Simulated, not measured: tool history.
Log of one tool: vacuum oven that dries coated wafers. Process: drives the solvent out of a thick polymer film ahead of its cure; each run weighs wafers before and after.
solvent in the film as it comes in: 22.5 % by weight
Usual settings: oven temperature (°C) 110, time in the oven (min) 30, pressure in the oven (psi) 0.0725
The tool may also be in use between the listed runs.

run    hour  oven temperature (°C)  time in the oven (min)  pressure in the oven (psi)  solvent left in the film (%)
  1       0                    110                      30                      0.0725                          2.41
  2    46.1                    105                      30                      0.0725                          3.54
  3    81.9                    105                      30                      0.0725                           3.4
  4   133.5                    105                      53                      0.0725                          1.27
  5   164.4                    105                      53                      0.0725                           1.2
  6   213.1                    105                      53                      0.0725                          1.28
  7   254.8                    105                      53                      0.0725                          1.26
  8   279.3                    105                      53                      0.0725                           1.3
  9   311.9                    105                      53                      0.0725                          1.21
 10   337.8                    105                      53                      0.0725                          1.29
 11   363.9                    122                      30                      0.0725                          0.86
 12     412                    122                      30                      0.0725                          0.82
 13   442.5                    122                      30                      0.0725                          0.93
 14   482.1                    122                      30                      0.0725                           0.9
 15   514.2                    122                      30                      0.0725                          0.96
 16   557.8                    122                      30                      0.0725                          0.91
 17   584.9                    110                      30                      0.0725                          2.54
 18   623.4                    110                      30                      0.0725                          2.53
 19     666                    110                      29                      0.0725                          2.77
 20   696.7                    101                      29                      0.0725                          4.89
 21   729.8                    110                      30                      0.0725                          2.64
 22   760.9                    119                      43                      0.0725                          0.53
 23   787.6                    108                      17                      0.0846                          6.45
 24   823.5                    108                      17                      0.0846                          6.59
 25   879.4                    108                      26                      0.0846                          3.78
 26   922.1                    110                      22                      0.2084                          4.71
 27   947.6                    110                      22                      0.2084                          4.86
 28   978.5                    110                      22                      0.2084                          4.78
 29  1022.3                    110                      22                      0.2084                          4.82
 30  1062.3                    110                      42                      0.0725                          1.44
     1106.5  -- vacuum gauge cleaned of residue and calibrated
 31  1115.9                    108                      32                      0.1637                          3.12
 32  1147.5                     98                      32                      0.1637                          5.61
 33  1185.5                     98                      32                      0.1637                          5.56
 34  1214.1                     98                      32                      0.1637                          5.56

The next listed run, before its measurement:
 35  1246.1                     98                      32                      0.1637                             ?

{"run 35": {"solvent left in the film (%)": 5.5}}
Without the tool's hidden state the same run would have given solvent left in the film (%) 5.2.
